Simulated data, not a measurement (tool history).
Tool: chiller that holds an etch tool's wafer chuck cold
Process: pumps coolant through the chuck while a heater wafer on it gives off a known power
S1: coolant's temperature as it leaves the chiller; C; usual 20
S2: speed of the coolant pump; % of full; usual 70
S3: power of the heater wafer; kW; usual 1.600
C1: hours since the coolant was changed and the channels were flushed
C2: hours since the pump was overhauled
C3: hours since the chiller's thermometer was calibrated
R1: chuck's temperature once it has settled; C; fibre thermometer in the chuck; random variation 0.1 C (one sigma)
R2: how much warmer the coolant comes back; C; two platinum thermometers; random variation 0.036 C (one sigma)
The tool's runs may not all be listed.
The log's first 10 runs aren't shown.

run 11 hour=798.0 | S1=20 S2=70 S3=1.600 | C1=4008 C2=2175 C3=2610 | R1=36.5 R2=6.21
run 12 hour=866.8 | S1=20 S2=70 S3=2.067 | C1=4077 C2=2244 C3=2678 | R1=41.5 R2=8.11
run 13 hour=973.1 | S1=20 S2=70 S3=1.600 | C1=4183 C2=2350 C3=2785 | R1=36.7 R2=6.27
run 14 hour=1077.5 | S1=20 S2=70 S3=1.600 | C1=4288 C2=2455 C3=2889 | R1=36.5 R2=6.17
run 15 hour=1148.2 | S1=20 S2=70 S3=1.600 | C1=4358 C2=2525 C3=2960 | R1=36.7 R2=6.17
run 16 hour=1255.7 | S1=20 S2=70 S3=1.600 | C1=4466 C2=2633 C3=3067 | R1=36.5 R2=6.16
run 17 hour=1302.8 | S1=20 S2=70 S3=1.600 | C1=4513 C2=2680 C3=3114 | R1=36.6 R2=6.16
run 18 hour=1382.1 | S1=20 S2=70 S3=1.600 | C1=4592 C2=2759 C3=3194 | R1=36.5 R2=6.06
run 19 hour=1478.7 | S1=29 S2=70 S3=1.471 | C1=4689 C2=2856 C3=3290 | R1=44.1 R2=5.63

Run 20 comes next. What will it give?
run 20 hour=1528.0 | S1=20 S2=70 S3=1.429 | C1=4738 C2=2905 C3=3340 | R1=? R2=?

R1: 34.7 C
R2: 5.31 C
Without the tool's hidden state the same run would have given R1 34.7 C, R2 5.71 C.
